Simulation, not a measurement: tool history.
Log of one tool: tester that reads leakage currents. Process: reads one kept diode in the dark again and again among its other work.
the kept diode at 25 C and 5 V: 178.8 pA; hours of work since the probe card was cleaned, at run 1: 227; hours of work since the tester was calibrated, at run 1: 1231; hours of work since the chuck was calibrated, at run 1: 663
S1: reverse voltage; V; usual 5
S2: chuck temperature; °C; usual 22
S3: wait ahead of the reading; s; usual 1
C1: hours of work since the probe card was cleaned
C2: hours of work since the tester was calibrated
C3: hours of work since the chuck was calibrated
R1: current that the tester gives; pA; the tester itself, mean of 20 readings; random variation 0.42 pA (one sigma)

run 1 hour=0 | S1=5 S2=22 S3=1 | C1=227 C2=1231 C3=663 | R1=126.55
run 2 hour=92.8 | S1=5 S2=22 S3=1 | C1=271 C2=1276 C3=708 | R1=125.13
run 3 hour=236.6 | S1=5 S2=22 S3=0.97 | C1=341 C2=1345 C3=777 | R1=124.49
run 4 hour=300.4 | S1=5 S2=22 S3=0.97 | C1=372 C2=1376 C3=808 | R1=123.76
run 5 hour=441.9 | S1=5 S2=22 S3=0.97 | C1=440 C2=1444 C3=877 | R1=123.94
run 6 hour=543.1 | S1=5 S2=22 S3=0.97 | C1=489 C2=1493 C3=926 | R1=123.49
-- hour=622.8 chuck's temperature calibrated
run 7 hour=627.2 | S1=5 S2=22 S3=0.97 | C1=529 C2=1533 C3=2 | R1=143.49
run 8 hour=757.7 | S1=5 S2=34 S3=1 | C1=592 C2=1596 C3=65 | R1=377.15
run 9 hour=898.9 | S1=5 S2=34 S3=1 | C1=660 C2=1664 C3=133 | R1=371.15
run 10 hour=1016.6 | S1=2 S2=22 S3=1 | C1=717 C2=1721 C3=190 | R1=82.64
run 11 hour=1132.2 | S1=5 S2=23 S3=0.34 | C1=773 C2=1777 C3=246 | R1=155.18
run 12 hour=1248.7 | S1=19.77 S2=30 S3=0.5 | C1=829 C2=1833 C3=303 | R1=590.86
run 13 hour=1392.4 | S1=5 S2=49 S3=1.06 | C1=899 C2=1903 C3=372 | R1=1117.34
run 14 hour=1504.6 | S1=1.19 S2=54 S3=6.9 | C1=953 C2=1957 C3=426 | R1=714.59
run 15 hour=1581.5 | S1=1.18 S2=38 S3=1 | C1=990 C2=1994 C3=464 | R1=216.39

Some steps in R1 between neighbouring runs. How much of each would the tool show without its hidden state too (settings, what came in, random variation), and how much is left for the hidden state, with any gauge scatter that isn't in both results?
The hidden state here: stray current of the dirty probe card, pA a volt; current scale over the true one, %; true chuck temperature over the reading, C; drift of the gauge itself on leakage_pa, %.
Run 12 -> 13: S1 19.77 -> 5, S2 30 -> 49, S3 0.5 -> 1.06. R1 +526.48 pA: hidden state -67.09, all else +593.57.
